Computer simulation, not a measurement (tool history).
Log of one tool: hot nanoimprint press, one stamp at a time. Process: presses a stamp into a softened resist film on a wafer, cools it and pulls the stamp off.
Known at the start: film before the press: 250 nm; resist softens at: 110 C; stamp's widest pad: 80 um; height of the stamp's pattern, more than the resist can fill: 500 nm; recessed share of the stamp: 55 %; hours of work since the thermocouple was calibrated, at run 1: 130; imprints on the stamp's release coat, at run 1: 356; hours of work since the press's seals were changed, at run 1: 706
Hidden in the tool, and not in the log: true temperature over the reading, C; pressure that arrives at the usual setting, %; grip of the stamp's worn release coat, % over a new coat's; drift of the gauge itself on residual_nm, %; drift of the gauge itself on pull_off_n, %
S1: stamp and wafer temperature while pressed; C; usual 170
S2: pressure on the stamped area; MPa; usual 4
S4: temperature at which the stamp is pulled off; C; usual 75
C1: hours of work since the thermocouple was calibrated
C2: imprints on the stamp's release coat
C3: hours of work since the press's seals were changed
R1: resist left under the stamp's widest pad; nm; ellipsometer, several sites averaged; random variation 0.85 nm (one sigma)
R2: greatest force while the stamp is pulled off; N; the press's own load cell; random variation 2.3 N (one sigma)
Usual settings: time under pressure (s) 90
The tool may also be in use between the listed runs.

Run 1, hour 0: usual settings; C1 130; C2 356; C3 706. Result: R1 120.2 nm, R2 115 N.
Run 2, hour 36.4: usual settings; C1 158; C2 496; C3 734. Result: R1 118.7 nm, R2 120 N.
Run 3, hour 121.7: usual settings but S1 179 C; C1 225; C2 824; C3 801. Result: R1 93.9 nm, R2 132 N.
Run 4, hour 176.7: usual settings; C1 268; C2 1036; C3 844. Result: R1 121.5 nm, R2 135 N.
At hour 213.1: stamp cleaned and given a new release coat.
Run 5, hour 234.7: usual settings; C1 308; C2 83; C3 884. Result: R1 122.8 nm, R2 108 N.
At hour 242.8: plate thermocouple calibrated.
Run 6, hour 294.8: usual settings; C1 41; C2 302; C3 929. Result: R1 119.5 nm, R2 111 N.
Run 7, hour 330: usual settings; C1 68; C2 438; C3 956. Result: R1 117.8 nm, R2 114 N.
Run 8, hour 387.5: usual settings but time under pressure (s) 121; C1 113; C2 659; C3 1001. Result: R1 108.1 nm, R2 123 N.
Run 9, hour 450: usual settings but time under pressure (s) 121; C1 162; C2 900; C3 1050. Result: R1 110.1 nm, R2 131 N.
At hour 503.7: press's hydraulic seals changed and the load cell set to zero.
At hour 527.3: stamp cleaned and given a new release coat.
Run 10, hour 527.3: usual settings but time under pressure (s) 121; C1 211; C2 0; C3 14. Result: R1 106.4 nm, R2 108 N.
Run 11, hour 589.8: usual settings but time under pressure (s) 121, S4 78 C; C1 260; C2 240; C3 62. Result: R1 105.6 nm, R2 109 N.
At hour 659: plate thermocouple calibrated.
Run 12, hour 670.2: usual settings but time under pressure (s) 121, S4 78 C; C1 9; C2 539; C3 123. Result: R1 102.6 nm, R2 119 N.
Run 13, hour 746.7: usual settings but time under pressure (s) 121, S4 78 C; C1 68; C2 833; C3 182. Result: R1 105.2 nm, R2 125 N.
Run 14, hour 824.4: usual settings but time under pressure (s) 121, S4 78 C; C1 129; C2 1132; C3 243. Result: R1 105.5 nm, R2 141 N.
At hour 838.3: stamp cleaned and given a new release coat.
Run 15, hour 892.6: usual settings but S1 167 C, S2 5.76 MPa, time under pressure (s) 55, S4 78 C; C1 178; C2 209; C3 292. Result: R1 123.4 nm, R2 111 N.
Run 16, hour 965.1: usual settings but S1 167 C, S2 5.76 MPa, time under pressure (s) 55, S4 78 C; C1 234; C2 488; C3 348. Result: R1 121.6 nm, R2 111 N.
Run 17, hour 1020.1: usual settings but S1 171 C, S2 3.16 MPa; C1 277; C2 700; C3 391. Result: R1 133.7 nm, R2 125 N.
Run 18, hour 1058.3: usual settings but S1 161 C, time under pressure (s) 87; C1 307; C2 847; C3 421. Result: R1 158.4 nm, R2 137 N.
At hour 1072.3: plate thermocouple calibrated.
Run 19, hour 1111.2: usual settings but time under pressure (s) 135, S4 81 C; C1 30; C2 1039; C3 460. Result: R1 103.3 nm, R2 124 N.
At hour 1143.3: stamp cleaned and given a new release coat.
Run 20, hour 1164.8: usual settings but time under pressure (s) 135, S4 81 C; C1 67; C2 83; C3 497. Result: R1 102.6 nm, R2 101 N.
Run 21, hour 1231: usual settings but S1 159 C, S2 3.52 MPa, time under pressure (s) 135, S4 81 C; C1 119; C2 337; C3 549. Result: R1 156.3 nm, R2 110 N.
Run 22, hour 1286.6: usual settings but S1 163 C; C1 162; C2 551; C3 592. Result: R1 145.5 nm, R2 121 N.
Run 23, hour 1342.7: usual settings but S1 163 C; C1 206; C2 767; C3 636. Result: R1 147.9 nm, R2 130 N.
Run 24, hour 1384.5: usual settings but S1 173 C, S2 2.61 MPa, time under pressure (s) 152, S4 72 C; C1 239; C2 928; C3 668. Result: R1 118.7 nm, R2 134 N.
At hour 1449.1: stamp cleaned and given a new release coat.
Run 25, hour 1467.3: usual settings but S1 171 C, S2 3.63 MPa, time under pressure (s) 70, S4 81 C; C1 299; C2 70; C3 728. Result: R1 134.3 nm, R2 109 N.
At hour 1488.4: plate thermocouple calibrated.
Run 26, hour 1513.1: usual settings but S1 171 C, S2 3.63 MPa, time under pressure (s) 70, S4 81 C; C1 19; C2 234; C3 762. Result: R1 129.7 nm, R2 106 N.
Run 27, hour 1584.9: usual settings but S1 174 C, S2 4.93 MPa, time under pressure (s) 70, S4 70 C; C1 75; C2 511; C3 818. Result: R1 101.5 nm, R2 123 N.
Run 28, hour 1626.7: usual settings but S1 174 C, S2 5.77 MPa, time under pressure (s) 70, S4 70 C; C1 108; C2 672; C3 850. Result: R1 94.6 nm, R2 127 N.

4 ways to go on from here, each from the tool as it stands after run 28. What would each give?
Run A, hour 1674.8: usual settings but S2 5.19 MPa, time under pressure (s) 113, S4 61 C; C1 145; C2 857; C3 888. Result: R1 ?, R2 ?.
Run B, hour 1674.8: usual settings but time under pressure (s) 139, S4 73 C; C1 145; C2 857; C3 888. Result: R1 ?, R2 ?.
Run C, hour 1674.8: usual settings but time under pressure (s) 89; C1 145; C2 857; C3 888. Result: R1 ?, R2 ?.
Run D, hour 1674.8: usual settings but S2 5.69 MPa, time under pressure (s) 85, S4 65 C; C1 145; C2 857; C3 888. Result: R1 ?, R2 ?.

run     R1   R2
  A   97.9  143
  B  105.3  128
  C    122  131
  D  101.2  140
Without the tool's hidden state the same runs would have given:
run     R1   R2
  A   91.5  116
  B   99.7  103
  C  115.7  106
  D   94.2  113
